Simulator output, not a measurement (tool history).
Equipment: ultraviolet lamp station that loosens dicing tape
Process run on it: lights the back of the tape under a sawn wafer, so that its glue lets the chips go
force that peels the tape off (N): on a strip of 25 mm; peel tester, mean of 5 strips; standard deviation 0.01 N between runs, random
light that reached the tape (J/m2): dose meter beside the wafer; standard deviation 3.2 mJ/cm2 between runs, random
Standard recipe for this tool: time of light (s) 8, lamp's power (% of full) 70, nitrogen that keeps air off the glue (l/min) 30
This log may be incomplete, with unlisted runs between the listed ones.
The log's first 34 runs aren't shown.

run,hour,time of light (s),lamp's power (% of full),nitrogen that keeps air off the glue (l/min),force that peels the tape off (N),light that reached the tape (J/m2)
35,490.2,7,86,32,0.484,4720
36,503.3,7,86,32,0.492,4650
37,511.3,7,85,48,0.411,4580
38,526.4,7,85,48,0.383,4590
39,539.6,7,85,48,0.414,4560
40,559.1,7,85,48,0.394,4560
41,568.7,12,89,17,0.280,8120
42,577.5,12,89,17,0.292,8070

Consider 5 possible next runs. They are alternatives, not a sequence: every one starts from the tool as it was left by run 42. What does each give?
A,588.6,12,63,9,?,?
B,588.6,5,69,20,?,?
C,588.6,8,81,30,?,?
D,588.6,6,89,46,?,?
E,588.6,13,64,30,?,?

run,force that peels the tape off (N),light that reached the tape (J/m2)
A,0.855,5790
B,1.719,2660
C,0.466,4940
D,0.502,4020
E,0.308,6290
Take away the tool's hidden state, keep each run's random variation, and the runs would have read:
run,force that peels the tape off (N),light that reached the tape (J/m2)
A,0.616,6950
B,1.353,3190
C,0.334,5940
D,0.356,4830
E,0.238,7560
